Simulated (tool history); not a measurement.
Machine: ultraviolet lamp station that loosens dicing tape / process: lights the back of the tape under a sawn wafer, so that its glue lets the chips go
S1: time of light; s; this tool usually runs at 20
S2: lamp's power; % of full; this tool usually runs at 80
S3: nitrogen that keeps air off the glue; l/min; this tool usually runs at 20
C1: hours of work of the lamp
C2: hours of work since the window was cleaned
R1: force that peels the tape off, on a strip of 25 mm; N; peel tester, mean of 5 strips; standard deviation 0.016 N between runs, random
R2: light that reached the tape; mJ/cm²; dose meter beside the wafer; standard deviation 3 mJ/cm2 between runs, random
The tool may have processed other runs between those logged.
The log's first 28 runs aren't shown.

run    hour  S1  S2  S3    C1   C2     R1   R2
 29  1096.9  17  80  26  1639  115  1.906  248
 30  1151.5  17  80  26  1676  152  1.831  248
 31  1190.4  17  80  26  1701  177  1.929  237
 32  1245.6  10  80  34  1738  214  3.257  133
 33  1301.4  24  82   7  1776  252  1.831  328
 34  1333.0  20  80  38  1797  273  1.659  256
 35  1360.7  22  80  20  1815  291  1.564  278
     1386.4  -- window cleaned of glue's vapour
 36  1386.4  22  80  20  1832    0  1.296  325
 37  1437.5  16  78  36  1866   34  2.006  228
 38  1488.2  16  78  36  1900   68  2.083  217
     1522.1  -- lamp changed
 39  1548.2  16  78  36    17  107  1.159  318
 40  1584.5  16  68  27    42  132  1.571  273

Alternative continuations, all from the tool just after run 40; predict every row:
  A  1620.9  16  64  27  66  156   ?   ?
  B  1620.9  15  78  13  66  156   ?   ?
  C  1620.9  37  68  27  66  156   ?   ?

run     R1   R2
  A  1.797  255
  B  1.735  288
  C  0.335  626
The same runs, with their run-to-run variation unchanged, on a tool lacking any hidden condition would have given:
run     R1   R2
  A  1.566  280
  B  1.513  317
  C  0.282  688
